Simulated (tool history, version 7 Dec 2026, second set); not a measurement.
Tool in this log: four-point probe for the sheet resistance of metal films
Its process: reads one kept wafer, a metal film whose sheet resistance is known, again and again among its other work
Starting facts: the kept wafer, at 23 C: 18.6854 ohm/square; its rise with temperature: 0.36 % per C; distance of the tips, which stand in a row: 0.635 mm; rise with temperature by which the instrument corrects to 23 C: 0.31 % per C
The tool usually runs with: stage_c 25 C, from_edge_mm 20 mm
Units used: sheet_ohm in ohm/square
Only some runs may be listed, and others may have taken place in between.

| run | hour | stage_c | from_edge_mm | sheet_ohm |
|---|---|---|---|---|
| 1 | 0 | 25 | 20 | 18.668081 |
| 2 | 16.2 | 25 | 20 | 18.668732 |
| 3 | 26.5 | 25 | 15 | 18.67653 |
| 4 | 49.5 | 25 | 15 | 18.683452 |
| 5 | 63.1 | 25 | 15 | 18.670145 |
| 6 | 74.4 | 25 | 15 | 18.672208 |
| 7 | 86.7 | 19 | 15 | 18.61718 |
| 8 | 107.7 | 27 | 20 | 18.681406 |
| 9 | 128.2 | 27 | 20 | 18.671233 |
| 10 | 137.9 | 18 | 20 | 18.604224 |
| 11 | 159.3 | 18 | 20 | 18.591184 |
| 12 | 172.8 | 25 | 20 | 18.659205 |
| 13 | 195.1 | 25 | 20 | 18.659446 |
| 14 | 210 | 25 | 31 | 18.652347 |
| 15 | 221.6 | 25 | 31 | 18.64875 |
| 16 | 244 | 25 | 7 | 18.732559 |
| 17 | 259.9 | 25 | 39 | 18.652999 |
| 18 | 269.8 | 25 | 20 | 18.659803 |
| 19 | 282 | 25 | 20 | 18.656219 |
| 20 | 302.7 | 25 | 20 | 18.653989 |
| 21 | 325.5 | 25 | 20 | 18.6521 |
| 22 | 344.2 | 25 | 20 | 18.649766 |
| 23 | 356.5 | 25 | 20 | 18.657607 |
| 24 | 371.1 | 26 | 35 | 18.662602 |
| 25 | 384.8 | 35 | 20 | 18.740176 |
| 26 | 405 | 25 | 11 | 18.671112 |
| 27 | 417.3 | 29 | 54 | 18.6855 |
| 28 | 429.2 | 29 | 54 | 18.68065 |
| 29 | 447 | 26 | 18 | 18.667224 |
| 30 | 468.5 | 35 | 20 | 18.738911 |
| 31 | 481.4 | 35 | 20 | 18.741024 |
| 32 | 496.2 | 35 | 8 | 18.792262 |
| 33 | 513.8 | 35 | 8 | 18.793666 |
| 34 | 534.4 | 35 | 65 | 18.730202 |
| 35 | 552.4 | 35 | 65 | 18.727589 |
| 36 | 574.5 | 23 | 15 | 18.629667 |
| 37 | 595.3 | 34 | 20 | 18.734775 |
| 38 | 608.5 | 20 | 16 | 18.602226 |
| 39 | 621.2 | 20 | 16 | 18.603135 |
| 40 | 635.1 | 34 | 47 | 18.715003 |
| 41 | 654.6 | 20 | 15 | 18.597325 |
| 42 | 672.4 | 24 | 20 | 18.632724 |
| 43 | 692 | 20 | 12 | 18.618918 |
| 44 | 706.9 | 25 | 3 | 19.077259 |

Subtracting, for every run, the result it would have given without the tool's unlogged condition from the measured result gives the following. The same run-to-run variation enters both numbers; the gauge's scatter may not:
The hidden state here: inner tips' distance over the nominal, %; tips' flats over new ones', %; wafer's true temperature over the reading, C; drift of the gauge itself on sheet_ohm, %.
| run | sheet_ohm |
|---|---|
| 1 | -0.047667 |
| 2 | -0.048238 |
| 3 | -0.048625 |
| 4 | -0.049485 |
| 5 | -0.049963 |
| 6 | -0.050397 |
| 7 | -0.050878 |
| 8 | -0.051572 |
| 9 | -0.052224 |
| 10 | -0.052647 |
| 11 | -0.053353 |
| 12 | -0.05382 |
| 13 | -0.054655 |
| 14 | -0.055105 |
| 15 | -0.055485 |
| 16 | -0.056543 |
| 17 | -0.056877 |
| 18 | -0.05728 |
| 19 | -0.057657 |
| 20 | -0.05838 |
| 21 | -0.059179 |
| 22 | -0.059863 |
| 23 | -0.060327 |
| 24 | -0.060846 |
| 25 | -0.061241 |
| 26 | -0.062057 |
| 27 | -0.062363 |
| 28 | -0.062765 |
| 29 | -0.063472 |
| 30 | -0.064135 |
| 31 | -0.064615 |
| 32 | -0.065302 |
| 33 | -0.065907 |
| 34 | -0.066401 |
| 35 | -0.067003 |
| 36 | -0.067928 |
| 37 | -0.068587 |
| 38 | -0.069155 |
| 39 | -0.069612 |
| 40 | -0.069935 |
| 41 | -0.070766 |
| 42 | -0.071332 |
| 43 | -0.072154 |
| 44 | -0.074148 |
